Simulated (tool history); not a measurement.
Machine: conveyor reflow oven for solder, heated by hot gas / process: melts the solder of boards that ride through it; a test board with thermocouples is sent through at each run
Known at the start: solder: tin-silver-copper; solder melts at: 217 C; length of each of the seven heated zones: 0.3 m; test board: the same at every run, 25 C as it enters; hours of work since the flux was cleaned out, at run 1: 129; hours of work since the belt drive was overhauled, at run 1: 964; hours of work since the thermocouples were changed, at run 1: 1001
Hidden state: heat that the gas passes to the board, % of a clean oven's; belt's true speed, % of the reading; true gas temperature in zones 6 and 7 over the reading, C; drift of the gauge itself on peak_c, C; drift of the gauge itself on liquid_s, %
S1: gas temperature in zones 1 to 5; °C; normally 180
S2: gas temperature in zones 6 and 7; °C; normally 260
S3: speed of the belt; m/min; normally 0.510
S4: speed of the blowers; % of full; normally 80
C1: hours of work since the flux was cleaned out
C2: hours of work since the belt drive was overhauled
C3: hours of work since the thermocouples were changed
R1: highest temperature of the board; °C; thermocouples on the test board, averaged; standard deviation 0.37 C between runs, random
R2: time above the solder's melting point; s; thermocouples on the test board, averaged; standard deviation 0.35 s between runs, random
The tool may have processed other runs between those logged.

{"run": 1, "hour": 0.0, "S1": 180, "S2": 260, "S3": 0.51, "S4": 80, "C1": 129, "C2": 964, "C3": 1001, "R1": 243.0, "R2": 48.6}
{"hour": 23.2, "done": "thermocouples of zones 6 and 7 changed"}
{"run": 2, "hour": 44.7, "S1": 180, "S2": 260, "S3": 0.51, "S4": 78, "C1": 151, "C2": 986, "C3": 11, "R1": 244.8, "R2": 50.4}
{"run": 3, "hour": 68.4, "S1": 180, "S2": 260, "S3": 0.51, "S4": 78, "C1": 163, "C2": 998, "C3": 23, "R1": 244.4, "R2": 49.8}
{"run": 4, "hour": 96.6, "S1": 180, "S2": 260, "S3": 0.51, "S4": 51, "C1": 177, "C2": 1012, "C3": 37, "R1": 238.7, "R2": 42.1}
{"hour": 121.7, "done": "belt drive overhauled, speed set with a stopwatch"}
{"run": 5, "hour": 151.9, "S1": 180, "S2": 260, "S3": 0.51, "S4": 51, "C1": 203, "C2": 15, "C3": 63, "R1": 237.6, "R2": 39.9}
{"run": 6, "hour": 178.3, "S1": 184, "S2": 260, "S3": 0.51, "S4": 51, "C1": 217, "C2": 29, "C3": 77, "R1": 238.7, "R2": 42.3}
{"run": 7, "hour": 213.2, "S1": 184, "S2": 260, "S3": 0.51, "S4": 51, "C1": 234, "C2": 46, "C3": 94, "R1": 238.0, "R2": 41.5}
{"run": 8, "hour": 267.3, "S1": 184, "S2": 260, "S3": 0.51, "S4": 51, "C1": 262, "C2": 74, "C3": 122, "R1": 237.9, "R2": 41.5}
{"run": 9, "hour": 290.3, "S1": 180, "S2": 260, "S3": 0.564, "S4": 80, "C1": 273, "C2": 86, "C3": 134, "R1": 239.6, "R2": 38.3}
{"run": 10, "hour": 326.2, "S1": 180, "S2": 260, "S3": 0.564, "S4": 80, "C1": 292, "C2": 104, "C3": 152, "R1": 240.1, "R2": 38.1}
{"run": 11, "hour": 355.2, "S1": 180, "S2": 260, "S3": 0.51, "S4": 80, "C1": 306, "C2": 118, "C3": 166, "R1": 242.1, "R2": 46.3}
{"run": 12, "hour": 401.9, "S1": 180, "S2": 260, "S3": 0.51, "S4": 80, "C1": 330, "C2": 142, "C3": 190, "R1": 242.2, "R2": 45.7}
{"run": 13, "hour": 431.6, "S1": 180, "S2": 260, "S3": 0.51, "S4": 80, "C1": 345, "C2": 157, "C3": 205, "R1": 241.9, "R2": 46.0}
{"hour": 458.0, "done": "flux residue cleaned out of gas plates and filters"}
{"run": 14, "hour": 475.6, "S1": 180, "S2": 260, "S3": 0.51, "S4": 80, "C1": 9, "C2": 177, "C3": 225, "R1": 245.5, "R2": 50.7}
{"run": 15, "hour": 522.4, "S1": 180, "S2": 265, "S3": 0.453, "S4": 81, "C1": 33, "C2": 201, "C3": 249, "R1": 252.2, "R2": 63.5}
{"run": 16, "hour": 575.4, "S1": 180, "S2": 265, "S3": 0.453, "S4": 81, "C1": 60, "C2": 228, "C3": 276, "R1": 253.1, "R2": 63.2}
{"run": 17, "hour": 604.5, "S1": 169, "S2": 265, "S3": 0.47, "S4": 69, "C1": 74, "C2": 242, "C3": 290, "R1": 247.8, "R2": 52.4}
{"run": 18, "hour": 644.3, "S1": 183, "S2": 258, "S3": 0.573, "S4": 61, "C1": 95, "C2": 263, "C3": 311, "R1": 236.8, "R2": 35.3}
{"run": 19, "hour": 667.1, "S1": 179, "S2": 260, "S3": 0.51, "S4": 80, "C1": 106, "C2": 274, "C3": 322, "R1": 243.9, "R2": 49.2}
{"run": 20, "hour": 697.4, "S1": 179, "S2": 260, "S3": 0.51, "S4": 80, "C1": 122, "C2": 290, "C3": 338, "R1": 243.9, "R2": 48.8}
{"run": 21, "hour": 728.0, "S1": 167, "S2": 263, "S3": 0.542, "S4": 51, "C1": 137, "C2": 305, "C3": 353, "R1": 234.6, "R2": 30.0}
{"run": 22, "hour": 776.6, "S1": 180, "S2": 257, "S3": 0.595, "S4": 80, "C1": 162, "C2": 330, "C3": 378, "R1": 237.3, "R2": 34.2}
{"run": 23, "hour": 830.2, "S1": 194, "S2": 252, "S3": 0.51, "S4": 80, "C1": 189, "C2": 357, "C3": 405, "R1": 239.2, "R2": 51.9}
{"run": 24, "hour": 868.2, "S1": 166, "S2": 260, "S3": 0.51, "S4": 80, "C1": 208, "C2": 376, "C3": 424, "R1": 239.9, "R2": 39.5}
{"run": 25, "hour": 912.5, "S1": 187, "S2": 264, "S3": 0.459, "S4": 89, "C1": 231, "C2": 399, "C3": 447, "R1": 251.6, "R2": 65.2}
{"run": 26, "hour": 952.1, "S1": 179, "S2": 260, "S3": 0.51, "S4": 82, "C1": 251, "C2": 419, "C3": 467, "R1": 243.1, "R2": 47.4}
{"run": 27, "hour": 1001.7, "S1": 179, "S2": 268, "S3": 0.51, "S4": 63, "C1": 276, "C2": 444, "C3": 492, "R1": 246.4, "R2": 48.1}
{"run": 28, "hour": 1055.7, "S1": 180, "S2": 261, "S3": 0.544, "S4": 75, "C1": 303, "C2": 471, "C3": 519, "R1": 240.4, "R2": 41.4}

Predict each of these 4 candidate next runs independently; none follows another, all start after run 28:
{"run": "A", "hour": 1090.8, "S1": 180, "S2": 260, "S3": 0.608, "S4": 56, "C1": 321, "C2": 489, "C3": 537, "R1": "?", "R2": "?"}
{"run": "B", "hour": 1090.8, "S1": 180, "S2": 256, "S3": 0.51, "S4": 76, "C1": 321, "C2": 489, "C3": 537, "R1": "?", "R2": "?"}
{"run": "C", "hour": 1090.8, "S1": 188, "S2": 261, "S3": 0.544, "S4": 75, "C1": 321, "C2": 489, "C3": 537, "R1": "?", "R2": "?"}
{"run": "D", "hour": 1090.8, "S1": 180, "S2": 257, "S3": 0.544, "S4": 67, "C1": 321, "C2": 489, "C3": 537, "R1": "?", "R2": "?"}

run=A R1=229.8 R2=24.2
run=B R1=237.6 R2=42.0
run=C R1=241.1 R2=46.2
run=D R1=235.1 R2=35.5
With the hidden condition removed and each run's random variation left untouched, the same runs would have given:
run=A R1=234.5 R2=30.2
run=B R1=241.9 R2=46.9
run=C R1=245.5 R2=50.2
run=D R1=239.5 R2=40.9
